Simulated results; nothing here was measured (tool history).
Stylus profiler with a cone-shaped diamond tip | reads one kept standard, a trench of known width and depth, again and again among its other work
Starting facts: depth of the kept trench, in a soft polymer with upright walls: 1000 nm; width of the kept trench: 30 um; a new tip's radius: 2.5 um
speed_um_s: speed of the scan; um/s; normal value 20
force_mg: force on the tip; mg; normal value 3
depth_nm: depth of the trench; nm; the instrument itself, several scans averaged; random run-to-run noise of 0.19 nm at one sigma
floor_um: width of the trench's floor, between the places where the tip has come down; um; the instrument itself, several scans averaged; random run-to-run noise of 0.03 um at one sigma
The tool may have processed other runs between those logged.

run 1 hour=0 | speed_um_s=20 force_mg=3 | depth_nm=1010.8 floor_um=23.95
run 2 hour=24 | speed_um_s=20 force_mg=8.84 | depth_nm=1022.5 floor_um=23.91
run 3 hour=56.2 | speed_um_s=37 force_mg=8.84 | depth_nm=1022.39 floor_um=23.84
run 4 hour=74.6 | speed_um_s=37 force_mg=8.84 | depth_nm=1022.67 floor_um=23.87
run 5 hour=99.6 | speed_um_s=37 force_mg=8.84 | depth_nm=1022.55 floor_um=23.78
run 6 hour=129.8 | speed_um_s=20 force_mg=2.19 | depth_nm=1009.52 floor_um=23.72
run 7 hour=165.5 | speed_um_s=20 force_mg=3 | depth_nm=1011.73 floor_um=23.66
run 8 hour=194 | speed_um_s=20 force_mg=3 | depth_nm=1011.89 floor_um=23.64
run 9 hour=226.2 | speed_um_s=20 force_mg=3 | depth_nm=1011.66 floor_um=23.68
run 10 hour=252.8 | speed_um_s=20 force_mg=3 | depth_nm=1011.46 floor_um=23.59
run 11 hour=288.8 | speed_um_s=20 force_mg=3 | depth_nm=1011.44 floor_um=23.46
run 12 hour=313.7 | speed_um_s=20 force_mg=1.18 | depth_nm=1006.35 floor_um=23.46
run 13 hour=340.8 | speed_um_s=20 force_mg=1.18 | depth_nm=1006.55 floor_um=23.37
run 14 hour=377 | speed_um_s=20 force_mg=1.18 | depth_nm=1006.65 floor_um=23.32
run 15 hour=400.5 | speed_um_s=20 force_mg=3 | depth_nm=1011.69 floor_um=23.35
run 16 hour=421.5 | speed_um_s=20 force_mg=3 | depth_nm=1011.4 floor_um=23.35
-- hour=434.2 new tip fitted, height scale calibrated
run 17 hour=453.2 | speed_um_s=17 force_mg=3 | depth_nm=1010.23 floor_um=25.86
run 18 hour=483 | speed_um_s=17 force_mg=3 | depth_nm=1010.68 floor_um=25.78
run 19 hour=516.7 | speed_um_s=17 force_mg=3 | depth_nm=1010.94 floor_um=25.76
run 20 hour=547.3 | speed_um_s=23 force_mg=1.82 | depth_nm=1007.56 floor_um=25.57
run 21 hour=579.1 | speed_um_s=5 force_mg=3 | depth_nm=1010.52 floor_um=25.55
run 22 hour=604.7 | speed_um_s=5 force_mg=3 | depth_nm=1010.78 floor_um=25.5
run 23 hour=628.3 | speed_um_s=18 force_mg=1.06 | depth_nm=1005.55 floor_um=25.42
run 24 hour=664 | speed_um_s=18 force_mg=1.06 | depth_nm=1005.39 floor_um=25.31
run 25 hour=697.1 | speed_um_s=20 force_mg=1.01 | depth_nm=1005.41 floor_um=25.28
run 26 hour=713.3 | speed_um_s=30 force_mg=5.31 | depth_nm=1015.78 floor_um=25.28
-- hour=716.9 height scale calibrated on a step standard
run 27 hour=747.3 | speed_um_s=49 force_mg=8.69 | depth_nm=1022.27 floor_um=25.23
run 28 hour=766.5 | speed_um_s=49 force_mg=2.73 | depth_nm=1010.39 floor_um=25.07
run 29 hour=797.4 | speed_um_s=5 force_mg=2.29 | depth_nm=1008.85 floor_um=25.17
run 30 hour=817.7 | speed_um_s=52 force_mg=5.96 | depth_nm=1017.25 floor_um=25.03
-- hour=833.2 height scale calibrated on a step standard, once more
run 31 hour=836.5 | speed_um_s=52 force_mg=5.96 | depth_nm=1016.43 floor_um=24.99
run 32 hour=865.5 | speed_um_s=61 force_mg=6.79 | depth_nm=1018.56 floor_um=24.91
run 33 hour=904.7 | speed_um_s=61 force_mg=6.79 | depth_nm=1017.87 floor_um=24.82
run 34 hour=925.6 | speed_um_s=61 force_mg=6.79 | depth_nm=1018.43 floor_um=24.77
run 35 hour=947.8 | speed_um_s=13 force_mg=5.57 | depth_nm=1015.93 floor_um=24.87
run 36 hour=975.1 | speed_um_s=57 force_mg=1.13 | depth_nm=1005.32 floor_um=24.61
run 37 hour=1009 | speed_um_s=15 force_mg=3.03 | depth_nm=1010.41 floor_um=24.72

Selected run-to-run steps in depth_nm, each split into two signed amounts: the part the tool would show with no hidden state at all (from settings, incoming material and random variation), and the remainder, which goes to the hidden state together with any gauge scatter not common to the measured and the hidden-state-free results:
What the log doesn't record here: radius of the tip, um; height scale over the true one, %; drift of the gauge itself on depth_nm, %; drift of the gauge itself on floor_um, %.
Run 1 -> 2: force_mg 3 -> 8.84. depth_nm +11.7 nm: hidden state +0.03, all else +11.67.
Run 5 -> 6: speed_um_s 37 -> 20, force_mg 8.84 -> 2.19. depth_nm -13.03 nm: hidden state +0.02, all else -13.05.
Run 16 -> 17: speed_um_s 20 -> 17, new tip fitted, height scale calibrated. depth_nm -1.17 nm: hidden state -1, all else -0.17.
Run 26 -> 27: speed_um_s 30 -> 49, force_mg 5.31 -> 8.69, height scale calibrated on a step standard. depth_nm +6.49 nm: hidden state +0.16, all else +6.33.
Run 27 -> 28: force_mg 8.69 -> 2.73. depth_nm -11.88 nm: hidden state +0.02, all else -11.9.
Run 30 -> 31: height scale calibrated on a step standard, once more. depth_nm -0.82 nm: hidden state -0.6, all else -0.22.

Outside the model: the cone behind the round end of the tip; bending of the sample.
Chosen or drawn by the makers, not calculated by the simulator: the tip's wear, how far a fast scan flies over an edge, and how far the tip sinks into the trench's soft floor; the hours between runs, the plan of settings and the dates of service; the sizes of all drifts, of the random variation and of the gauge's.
